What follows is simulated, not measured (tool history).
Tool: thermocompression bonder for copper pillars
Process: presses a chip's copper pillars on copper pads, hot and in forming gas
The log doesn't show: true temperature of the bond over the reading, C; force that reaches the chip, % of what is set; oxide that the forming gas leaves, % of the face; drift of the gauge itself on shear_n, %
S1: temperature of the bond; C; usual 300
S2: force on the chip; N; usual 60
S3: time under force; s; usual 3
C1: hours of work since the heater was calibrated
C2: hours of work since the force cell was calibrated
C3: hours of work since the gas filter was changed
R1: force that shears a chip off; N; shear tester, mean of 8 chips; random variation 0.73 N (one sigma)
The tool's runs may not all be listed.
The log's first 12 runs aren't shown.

| run | day | S1 | S2 | S3 | C1 | C2 | C3 | R1 |
|---|---|---|---|---|---|---|---|---|
| 13 | 22.621 | 300 | 60 | 4 | 148 | 991 | 319 | 75.3 |
| 14 | 24.492 | 300 | 60 | 3 | 174 | 1017 | 345 | 69.2 |
| 15 | 26.729 | 300 | 60 | 3 | 205 | 1048 | 376 | 68.1 |
| 16 | 28.967 | 300 | 60 | 3 | 236 | 1079 | 406 | 68.2 |
|  | 30.412 | forming gas filter changed |
| 17 | 30.412 | 300 | 69 | 3 | 256 | 1098 | 0 | 75.5 |
| 18 | 31.812 | 300 | 69 | 3 | 275 | 1118 | 19 | 75.4 |
| 19 | 33.325 | 300 | 69 | 3 | 296 | 1139 | 40 | 74.7 |
| 20 | 35.346 | 300 | 69 | 3 | 324 | 1167 | 68 | 73.7 |
| 21 | 36.900 | 289 | 58 | 4 | 345 | 1188 | 90 | 63.7 |
| 22 | 39.575 | 327 | 51 | 3 | 382 | 1225 | 127 | 79.3 |
| 23 | 41.375 | 290 | 60 | 3 | 407 | 1250 | 151 | 57.7 |
| 24 | 44.129 | 295 | 75 | 6 | 445 | 1288 | 189 | 85.9 |
| 25 | 45.733 | 295 | 75 | 6 | 467 | 1310 | 212 | 86.2 |
| 26 | 48.096 | 295 | 41 | 6 | 500 | 1343 | 244 | 58.4 |

Forecast run 27:
| 27 | 50.842 | 313 | 79 | 2 | 538 | 1381 | 282 | ? |

Run 27 gave R1 76.2 N.
Without the tool's hidden state the same run would have given R1 88.4 N.
